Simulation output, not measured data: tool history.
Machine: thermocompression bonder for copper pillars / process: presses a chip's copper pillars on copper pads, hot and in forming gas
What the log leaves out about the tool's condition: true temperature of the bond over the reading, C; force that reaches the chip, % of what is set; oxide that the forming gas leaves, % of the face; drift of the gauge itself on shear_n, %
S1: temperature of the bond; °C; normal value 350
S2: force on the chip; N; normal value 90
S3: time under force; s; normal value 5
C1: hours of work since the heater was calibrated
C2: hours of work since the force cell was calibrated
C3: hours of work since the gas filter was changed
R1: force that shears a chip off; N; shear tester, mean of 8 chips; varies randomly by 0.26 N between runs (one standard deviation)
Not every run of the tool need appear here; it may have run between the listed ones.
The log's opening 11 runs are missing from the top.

{"run": 12, "hour": 121.8, "S1": 357, "S2": 90, "S3": 5, "C1": 207, "C2": 17, "C3": 78, "R1": 52.8}
{"run": 13, "hour": 133.0, "S1": 357, "S2": 90, "S3": 5, "C1": 213, "C2": 24, "C3": 85, "R1": 52.4}
{"run": 14, "hour": 140.4, "S1": 350, "S2": 90, "S3": 4, "C1": 218, "C2": 29, "C3": 89, "R1": 46.2}
{"run": 15, "hour": 149.2, "S1": 350, "S2": 90, "S3": 6, "C1": 223, "C2": 34, "C3": 95, "R1": 53.5}
{"run": 16, "hour": 161.7, "S1": 346, "S2": 90, "S3": 5, "C1": 231, "C2": 42, "C3": 102, "R1": 47.9}
{"hour": 166.8, "done": "force cell calibrated, once more"}
{"run": 17, "hour": 172.4, "S1": 350, "S2": 98, "S3": 5, "C1": 236, "C2": 3, "C3": 108, "R1": 51.2}
{"run": 18, "hour": 179.1, "S1": 350, "S2": 90, "S3": 5, "C1": 240, "C2": 7, "C3": 112, "R1": 49.1}
{"run": 19, "hour": 186.7, "S1": 357, "S2": 70, "S3": 5, "C1": 245, "C2": 12, "C3": 117, "R1": 44.2}
{"run": 20, "hour": 199.5, "S1": 379, "S2": 70, "S3": 5, "C1": 253, "C2": 20, "C3": 124, "R1": 51.2}
{"run": 21, "hour": 207.1, "S1": 379, "S2": 70, "S3": 5, "C1": 258, "C2": 25, "C3": 129, "R1": 51.3}
{"run": 22, "hour": 213.1, "S1": 379, "S2": 70, "S3": 5, "C1": 261, "C2": 28, "C3": 133, "R1": 50.7}

Run 23 is up next; what results do you expect?
{"run": 23, "hour": 224.7, "S1": 369, "S2": 63, "S3": 6, "C1": 268, "C2": 35, "C3": 140, "R1": "?"}

{"run 23": {"R1": 48.4}}
Minus the tool's unlogged condition, the same run would have read R1 52.1 N.
